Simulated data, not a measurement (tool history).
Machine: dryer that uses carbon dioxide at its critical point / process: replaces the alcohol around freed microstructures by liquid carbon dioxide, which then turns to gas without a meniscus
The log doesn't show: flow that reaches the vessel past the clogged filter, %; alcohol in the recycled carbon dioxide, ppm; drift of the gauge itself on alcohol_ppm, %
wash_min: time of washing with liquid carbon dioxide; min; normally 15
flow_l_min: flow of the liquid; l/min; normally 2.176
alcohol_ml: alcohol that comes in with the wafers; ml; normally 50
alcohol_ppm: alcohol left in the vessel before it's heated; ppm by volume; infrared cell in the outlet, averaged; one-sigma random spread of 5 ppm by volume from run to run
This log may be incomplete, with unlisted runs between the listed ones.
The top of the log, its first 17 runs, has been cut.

run	hour	wash_min	flow_l_min	alcohol_ml	hours of work since the filter was changed	hours of work since the purifier's bed was changed	alcohol_ppm
18	227.9	18	2.176	50	247	97	27
19	239	10	2.176	60	252	102	374
20	249.8	9	1.43	38	256	106	1022
21	260.3	20	1.43	38	260	111	84
22	270.4	20	1.43	38	265	115	83
23	280.1	15	2.176	27	269	119	43
24	299.5	15	2.176	27	277	127	39
25	307.9	15	2.176	43	280	130	52
26	318.1	15	2.176	23	284	135	45
27	332.8	17	2.176	80	290	141	52
28	343.4	22	1.71	50	295	145	42
29	359.9	12	2.84	30	302	152	49
30	370.2	12	3.64	53	306	156	28
31	389.6	15	2.59	91	314	164	60

Forecast run 32:
32	408.5	22	2.176	31	322	172	?

Run 32 came out at alcohol_ppm 30 ppm by volume.
With the hidden condition absent and the run-to-run variation left alone, this run would have shown alcohol_ppm 9 ppm by volume.
